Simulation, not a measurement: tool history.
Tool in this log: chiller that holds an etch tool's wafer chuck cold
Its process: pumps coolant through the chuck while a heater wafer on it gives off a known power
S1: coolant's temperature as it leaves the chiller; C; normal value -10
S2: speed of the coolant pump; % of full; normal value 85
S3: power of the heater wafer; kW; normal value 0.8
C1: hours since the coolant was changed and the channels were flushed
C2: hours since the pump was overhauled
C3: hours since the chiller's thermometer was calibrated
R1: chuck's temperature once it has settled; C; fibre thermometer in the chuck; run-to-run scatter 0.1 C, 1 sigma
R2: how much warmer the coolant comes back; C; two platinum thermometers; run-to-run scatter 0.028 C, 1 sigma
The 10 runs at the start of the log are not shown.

run	hour	S1	S2	S3	C1	C2	C3	R1	R2
11	399.7	-10	85	0.8	4195	2361	1480	-3.2	1.66
12	425.8	-10	85	0.8	4221	2387	1506	-3	1.73
13	477.9	-10	85	1.005	4273	2439	1559	-1.3	2.07
14	512.1	-10	85	0.8	4307	2473	1593	-3.1	1.65
15	535.4	-10	85	0.8	4331	2496	1616	-3	1.63
16	568	-10	85	1.091	4363	2529	1649	-0.7	2.29
17	604	-10	85	1.163	4399	2565	1685	0	2.42
# hour 634.6: gauge calibrated
18	652	-7	62	1.177	4447	2613	1733	5.2	3.61
19	708.3	-20	63	0.668	4504	2669	1789	-13.2	2.01
20	752.1	-13	88	0.528	4547	2713	1833	-8.5	1.11
21	792.5	-13	88	0.528	4588	2754	1873	-8.7	1.11
22	826.6	-13	88	0.528	4622	2788	1907	-8.6	1.07
23	854.6	-14	82	0.711	4650	2816	1935	-7.8	1.59
24	886	-4	85	0.82	4681	2847	1967	3.1	1.81
25	925.3	-4	85	0.82	4721	2886	2006	3	1.74
26	958.2	-10	78	0.8	4754	2919	2039	-2.6	1.85
27	998.1	-10	78	0.8	4793	2959	2079	-2.7	1.86
28	1041.5	-16	61	0.615	4837	3003	2122	-9.6	1.8
29	1074.2	-19	85	0.8	4870	3035	2155	-12.2	1.64
30	1113.6	-19	85	0.8	4909	3075	2194	-12.3	1.61
31	1154.3	-19	85	0.8	4950	3115	2235	-12.1	1.68

3 options for the next run, each taken on its own from the tool as it stands now. Forecast them:
A	1195.5	-10	73	0.8	4991	3157	2276	?	?
B	1195.5	-16	85	0.8	4991	3157	2276	?	?
C	1195.5	-10	81	0.761	4991	3157	2276	?	?

run	R1	R2
A	-2.5	1.97
B	-9.2	1.6
C	-3.3	1.66
Without the tool's unlogged condition, the same runs would have read:
run	R1	R2
A	-2.5	2.15
B	-9.2	1.78
C	-3.3	1.84
